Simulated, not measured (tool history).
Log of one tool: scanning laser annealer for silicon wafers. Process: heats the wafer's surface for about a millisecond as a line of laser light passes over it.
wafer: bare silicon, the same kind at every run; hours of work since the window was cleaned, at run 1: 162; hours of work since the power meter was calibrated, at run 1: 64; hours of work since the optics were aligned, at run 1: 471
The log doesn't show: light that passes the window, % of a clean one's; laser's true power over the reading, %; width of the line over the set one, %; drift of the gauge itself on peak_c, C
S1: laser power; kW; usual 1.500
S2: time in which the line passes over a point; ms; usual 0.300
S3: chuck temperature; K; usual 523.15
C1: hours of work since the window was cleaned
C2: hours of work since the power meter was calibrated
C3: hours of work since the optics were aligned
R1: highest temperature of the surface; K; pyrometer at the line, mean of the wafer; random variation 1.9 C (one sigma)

| run | hour | S1 | S2 | S3 | C1 | C2 | C3 | R1 |
|---|---|---|---|---|---|---|---|---|
| 1 | 0.0 | 1.500 | 0.300 | 523.15 | 162 | 64 | 471 | 1349.15 |
| 2 | 14.4 | 1.500 | 0.300 | 523.15 | 173 | 75 | 483 | 1350.15 |
| 3 | 23.6 | 1.500 | 0.301 | 523.15 | 180 | 82 | 490 | 1350.15 |
| 4 | 32.7 | 1.500 | 0.301 | 523.15 | 187 | 89 | 497 | 1347.15 |
| 5 | 47.5 | 1.500 | 0.301 | 523.15 | 199 | 101 | 508 | 1350.15 |
| 6 | 58.6 | 1.500 | 0.301 | 523.15 | 207 | 109 | 517 | 1348.15 |
| 7 | 67.4 | 1.500 | 0.301 | 523.15 | 214 | 116 | 524 | 1348.15 |
| 8 | 74.1 | 1.447 | 0.223 | 495.15 | 219 | 121 | 529 | 1179.15 |
| 9 | 89.2 | 1.547 | 0.263 | 523.15 | 231 | 133 | 541 | 1323.15 |
| 10 | 96.3 | 1.331 | 0.300 | 523.15 | 236 | 139 | 546 | 1234.15 |
| 11 | 108.9 | 1.331 | 0.290 | 535.15 | 246 | 148 | 556 | 1236.15 |
| 12 | 124.2 | 1.580 | 0.315 | 548.15 | 258 | 160 | 568 | 1437.15 |
| 13 | 139.2 | 1.349 | 0.321 | 493.15 | 270 | 172 | 579 | 1238.15 |
| 14 | 147.7 | 1.349 | 0.321 | 521.15 | 276 | 179 | 586 | 1265.15 |

Forecast each of these 3 alternatives for the next run:
| A | 154.5 | 1.505 | 0.317 | 563.15 | 282 | 184 | 591 | ? |
| B | 154.5 | 1.632 | 0.300 | 536.15 | 282 | 184 | 591 | ? |
| C | 154.5 | 1.349 | 0.215 | 488.15 | 282 | 184 | 591 | ? |

| run | R1 |
|---|---|
| A | 1409.15 |
| B | 1440.15 |
| C | 1106.15 |
Without the tool's hidden state the same runs would have given:
| run | R1 |
|---|---|
| A | 1442.15 |
| B | 1476.15 |
| C | 1130.15 |
